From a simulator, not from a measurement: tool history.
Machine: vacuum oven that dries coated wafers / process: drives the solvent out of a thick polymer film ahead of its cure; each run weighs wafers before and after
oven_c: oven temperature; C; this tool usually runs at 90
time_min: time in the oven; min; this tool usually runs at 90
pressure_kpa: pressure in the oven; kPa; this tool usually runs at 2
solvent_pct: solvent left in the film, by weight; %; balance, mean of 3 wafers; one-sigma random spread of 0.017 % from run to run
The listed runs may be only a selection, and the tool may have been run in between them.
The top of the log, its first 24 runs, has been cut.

run	hour	oven_c	time_min	pressure_kpa	hours of work since the thermocouples were calibrated	hours of work since the vacuum gauge was cleaned of residue	solvent_pct
25	332.8	101	145	1.21	674	28	0.64
26	347.5	101	145	1.21	681	35	0.61
27	356.3	98	126	3.95	685	39	2.21
28	372.3	98	126	3.95	692	46	2.22
29	383	100	126	4.62	697	51	2.27
30	393.2	100	49	6.3	701	56	4.8
31	403.2	90	64	2.83	706	60	5.31
32	414.4	90	64	2.83	711	65	5.31
33	425.6	90	64	2.83	716	71	5.36
34	436.2	90	53	2.83	721	75	6.05
35	444.3	101	46	2	725	79	3.21
36	454.7	101	46	2	729	84	3.21
37	465.7	79	47	3.58	734	89	9.68

Forecast each of these 5 alternatives for the next run:
A	478.4	90	51	2	740	95	?
B	478.4	76	47	3.58	740	95	?
C	478.4	97	47	1.35	740	95	?
D	478.4	94	47	1.3	740	95	?
E	478.4	75	53	2.47	740	95	?

run	solvent_pct
A	5.8
B	10.32
C	3.9
D	4.73
E	9.79
With no hidden state in the tool, these same runs would have given:
run	solvent_pct
A	5.98
B	10.44
C	4.06
D	4.9
E	9.92

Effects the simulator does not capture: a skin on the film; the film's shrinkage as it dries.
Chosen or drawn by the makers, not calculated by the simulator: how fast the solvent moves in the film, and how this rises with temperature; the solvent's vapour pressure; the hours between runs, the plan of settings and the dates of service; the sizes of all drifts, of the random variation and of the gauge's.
